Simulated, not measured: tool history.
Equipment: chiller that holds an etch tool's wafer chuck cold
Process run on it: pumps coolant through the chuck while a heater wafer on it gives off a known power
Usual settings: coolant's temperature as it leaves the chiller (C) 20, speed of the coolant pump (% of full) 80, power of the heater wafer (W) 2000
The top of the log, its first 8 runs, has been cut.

run	hour	coolant's temperature as it leaves the chiller (C)	speed of the coolant pump (% of full)	power of the heater wafer (W)	chuck's temperature once it has settled (C)	how much warmer the coolant comes back (C)
9	369.0	18	80	1205	32.9	3.99
10	409.0	18	80	1205	32.8	3.96
11	459.0	18	80	1205	33.0	3.94
12	488.6	28	80	2000	52.3	6.64
13	530.9	20	80	2000	44.6	6.59
14	577.7	20	70	2000	47.4	7.53
15	644.6	20	80	2000	44.6	6.58
# hour 653.6: coolant pump overhauled
16	711.1	20	80	2000	44.9	6.64
17	780.7	12	82	2000	36.4	6.50
18	834.0	15	91	1543	32.3	4.51
# hour 885.9: coolant pump overhauled, once more
19	895.3	15	91	1543	32.1	4.31
20	955.3	15	91	1543	32.0	4.29
21	1012.6	15	91	1543	32.0	4.29
22	1050.8	15	91	1543	32.0	4.32
23	1116.2	15	61	1307	35.3	5.60
# hour 1146.9: chiller's thermometer calibrated
24	1183.4	22	61	2520	60.0	10.74
25	1219.1	22	61	2520	60.1	10.87
26	1261.4	29	62	1235	47.4	5.17
27	1308.6	11	80	2323	38.9	7.49
28	1346.2	26	67	2410	59.8	9.31

The next listed run, before its measurement:
29	1412.2	26	67	2410	?	?

{"run 29": {"chuck's temperature once it has settled (C)": 59.9, "how much warmer the coolant comes back (C)": 9.36}}
On a tool with no hidden condition, and with the same random variation, this run would have come out at chuck's temperature once it has settled (C) 54.5, how much warmer the coolant comes back (C) 9.32.

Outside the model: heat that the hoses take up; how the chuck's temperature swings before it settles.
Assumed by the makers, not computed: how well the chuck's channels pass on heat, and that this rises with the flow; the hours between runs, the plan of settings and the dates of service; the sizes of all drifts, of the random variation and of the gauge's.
